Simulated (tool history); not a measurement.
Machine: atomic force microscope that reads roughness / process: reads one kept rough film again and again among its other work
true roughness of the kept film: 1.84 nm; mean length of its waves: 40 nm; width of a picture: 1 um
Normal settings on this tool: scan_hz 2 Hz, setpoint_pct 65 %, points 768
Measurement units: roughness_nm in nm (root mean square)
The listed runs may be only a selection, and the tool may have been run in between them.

{"run": 1, "hour": 0.0, "scan_hz": 2, "setpoint_pct": 65, "points": 768, "roughness_nm": 1.63}
{"run": 2, "hour": 8.8, "scan_hz": 1.68, "setpoint_pct": 65, "points": 768, "roughness_nm": 1.659}
{"run": 3, "hour": 17.3, "scan_hz": 0.54, "setpoint_pct": 65, "points": 768, "roughness_nm": 1.73}
{"run": 4, "hour": 27.6, "scan_hz": 0.54, "setpoint_pct": 65, "points": 768, "roughness_nm": 1.74}
{"run": 5, "hour": 42.2, "scan_hz": 2, "setpoint_pct": 89, "points": 768, "roughness_nm": 1.307}
{"run": 6, "hour": 48.9, "scan_hz": 2, "setpoint_pct": 65, "points": 768, "roughness_nm": 1.587}
{"run": 7, "hour": 57.4, "scan_hz": 2, "setpoint_pct": 65, "points": 768, "roughness_nm": 1.598}
{"run": 8, "hour": 66.7, "scan_hz": 2, "setpoint_pct": 58, "points": 768, "roughness_nm": 1.641}
{"run": 9, "hour": 73.2, "scan_hz": 2, "setpoint_pct": 65, "points": 768, "roughness_nm": 1.569}
{"run": 10, "hour": 82.2, "scan_hz": 2, "setpoint_pct": 65, "points": 768, "roughness_nm": 1.565}
{"run": 11, "hour": 91.8, "scan_hz": 2, "setpoint_pct": 65, "points": 768, "roughness_nm": 1.565}
{"run": 12, "hour": 104.7, "scan_hz": 2, "setpoint_pct": 60, "points": 572, "roughness_nm": 1.587}
{"run": 13, "hour": 113.3, "scan_hz": 2, "setpoint_pct": 60, "points": 572, "roughness_nm": 1.589}
{"run": 14, "hour": 125.5, "scan_hz": 1.06, "setpoint_pct": 88, "points": 572, "roughness_nm": 1.441}
{"run": 15, "hour": 136.5, "scan_hz": 2, "setpoint_pct": 58, "points": 362, "roughness_nm": 1.579}
{"hour": 138.0, "done": "new tip fitted"}
{"run": 16, "hour": 144.5, "scan_hz": 3.17, "setpoint_pct": 90, "points": 1011, "roughness_nm": 1.144}
{"run": 17, "hour": 151.6, "scan_hz": 3.17, "setpoint_pct": 90, "points": 1011, "roughness_nm": 1.138}
{"run": 18, "hour": 159.1, "scan_hz": 0.63, "setpoint_pct": 58, "points": 349, "roughness_nm": 1.73}
{"run": 19, "hour": 168.6, "scan_hz": 3.31, "setpoint_pct": 58, "points": 825, "roughness_nm": 1.608}

Below are 4 alternative next runs, each starting from the tool's condition after run 19. Predict each:
{"run": "A", "hour": 179.7, "scan_hz": 0.74, "setpoint_pct": 65, "points": 363, "roughness_nm": "?"}
{"run": "B", "hour": 179.7, "scan_hz": 2, "setpoint_pct": 74, "points": 825, "roughness_nm": "?"}
{"run": "C", "hour": 179.7, "scan_hz": 2.56, "setpoint_pct": 57, "points": 326, "roughness_nm": "?"}
{"run": "D", "hour": 179.7, "scan_hz": 0.71, "setpoint_pct": 58, "points": 488, "roughness_nm": "?"}

run=A roughness_nm=1.691
run=B roughness_nm=1.508
run=C roughness_nm=1.624
run=D roughness_nm=1.73
Stripped of hidden state, with their random variation kept, the same runs would have yielded:
run=A roughness_nm=1.724
run=B roughness_nm=1.538
run=C roughness_nm=1.656
run=D roughness_nm=1.764

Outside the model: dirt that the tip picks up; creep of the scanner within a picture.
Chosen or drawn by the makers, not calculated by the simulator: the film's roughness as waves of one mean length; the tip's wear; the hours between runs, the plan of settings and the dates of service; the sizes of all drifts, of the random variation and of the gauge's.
